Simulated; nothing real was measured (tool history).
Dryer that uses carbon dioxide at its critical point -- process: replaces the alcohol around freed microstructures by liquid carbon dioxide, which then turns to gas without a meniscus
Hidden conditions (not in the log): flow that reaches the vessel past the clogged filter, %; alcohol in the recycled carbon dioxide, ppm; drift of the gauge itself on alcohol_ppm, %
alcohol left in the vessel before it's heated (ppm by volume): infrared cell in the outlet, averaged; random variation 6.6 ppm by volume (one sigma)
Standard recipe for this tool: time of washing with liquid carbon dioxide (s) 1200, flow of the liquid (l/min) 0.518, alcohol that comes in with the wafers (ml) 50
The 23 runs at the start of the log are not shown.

| run | hour | time of washing with liquid carbon dioxide (s) | flow of the liquid (l/min) | alcohol that comes in with the wafers (ml) | hours of work since the filter was changed | hours of work since the purifier's bed was changed | alcohol left in the vessel before it's heated (ppm by volume) |
|---|---|---|---|---|---|---|---|
| 24 | 174.1 | 1200 | 0.346 | 50 | 213 | 164 | 1523 |
| 25 | 183.3 | 1200 | 0.346 | 50 | 217 | 167 | 1571 |
| 26 | 194.3 | 1200 | 0.346 | 50 | 220 | 171 | 1502 |
| 27 | 202.8 | 1200 | 0.346 | 97 | 223 | 174 | 2954 |
| 28 | 212.6 | 1200 | 0.346 | 97 | 227 | 177 | 2926 |
| 29 | 220.1 | 1200 | 0.636 | 78 | 229 | 180 | 289 |
| 30 | 227.6 | 1200 | 0.636 | 78 | 232 | 182 | 285 |
| 31 | 236.1 | 1200 | 0.636 | 78 | 234 | 185 | 290 |
| 32 | 246.9 | 1200 | 0.636 | 83 | 238 | 189 | 301 |
| 33 | 253.6 | 1200 | 0.636 | 83 | 240 | 191 | 318 |
| 34 | 265.4 | 1200 | 0.569 | 55 | 244 | 195 | 341 |
| 35 | 272.7 | 1200 | 0.569 | 55 | 247 | 197 | 346 |
| 36 | 277.7 | 1200 | 0.569 | 55 | 249 | 199 | 342 |
| 37 | 285 | 1200 | 0.436 | 33 | 251 | 202 | 557 |
| 38 | 295.8 | 1200 | 0.318 | 112 | 255 | 205 | 4302 |
| 39 | 302.5 | 780 | 0.42 | 112 | 257 | 208 | 6222 |
| 40 | 313.6 | 840 | 0.375 | 70 | 261 | 211 | 4397 |
| 41 | 323.5 | 1020 | 0.375 | 28 | 264 | 215 | 1163 |
| 42 | 332.3 | 900 | 0.604 | 45 | 267 | 218 | 684 |

3 options for the next run, each taken on its own from the tool as it stands now. Forecast them:
| A | 342.1 | 900 | 0.762 | 45 | 270 | 221 | ? |
| B | 342.1 | 780 | 0.652 | 24 | 270 | 221 | ? |
| C | 342.1 | 900 | 0.339 | 44 | 270 | 221 | ? |

| run | alcohol left in the vessel before it's heated (ppm by volume) |
|---|---|
| A | 320 |
| B | 479 |
| C | 2969 |
The same runs, with their run-to-run variation unchanged, on a tool lacking any hidden condition would have given:
| run | alcohol left in the vessel before it's heated (ppm by volume) |
|---|---|
| A | 180 |
| B | 319 |
| C | 2440 |
